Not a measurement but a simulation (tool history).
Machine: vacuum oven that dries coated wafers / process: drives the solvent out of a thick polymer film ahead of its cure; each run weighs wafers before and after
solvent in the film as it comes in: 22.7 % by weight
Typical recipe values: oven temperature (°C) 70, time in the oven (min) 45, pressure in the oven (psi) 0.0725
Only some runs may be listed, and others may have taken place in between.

run,day,oven temperature (°C),time in the oven (min),pressure in the oven (psi),solvent left in the film (%)
1,0,70,45,0.0725,0.88
2,2.042,70,45,0.0725,0.92
3,3.133,70,45,0.0725,0.84
4,4.592,70,45,0.0725,0.92
5,6.888,70,45,0.0725,0.93
6,8.162,70,47,0.0725,0.81
7,9.304,84,30,0.0725,0.48
8,11.467,82,24,0.0386,1.04
9,13.242,82,24,0.0386,1
10,14.45,82,24,0.0386,1.01
11,16.429,82,29,0.1478,0.85
12,18.383,70,45,0.1606,1.23

Alternative continuations, all from the tool just after run 12; predict every row:
A,19.667,63,55,0.1606,?
B,19.667,79,29,0.1162,?
C,19.667,70,38,0.0725,?
D,19.667,71,63,0.0902,?
E,19.667,62,45,0.0725,?

run,solvent left in the film (%)
A,1.69
B,1.07
C,1.31
D,0.48
E,2.08
Without the tool's hidden state the same runs would have given:
run,solvent left in the film (%)
A,1.69
B,1.07
C,1.31
D,0.48
E,2.08

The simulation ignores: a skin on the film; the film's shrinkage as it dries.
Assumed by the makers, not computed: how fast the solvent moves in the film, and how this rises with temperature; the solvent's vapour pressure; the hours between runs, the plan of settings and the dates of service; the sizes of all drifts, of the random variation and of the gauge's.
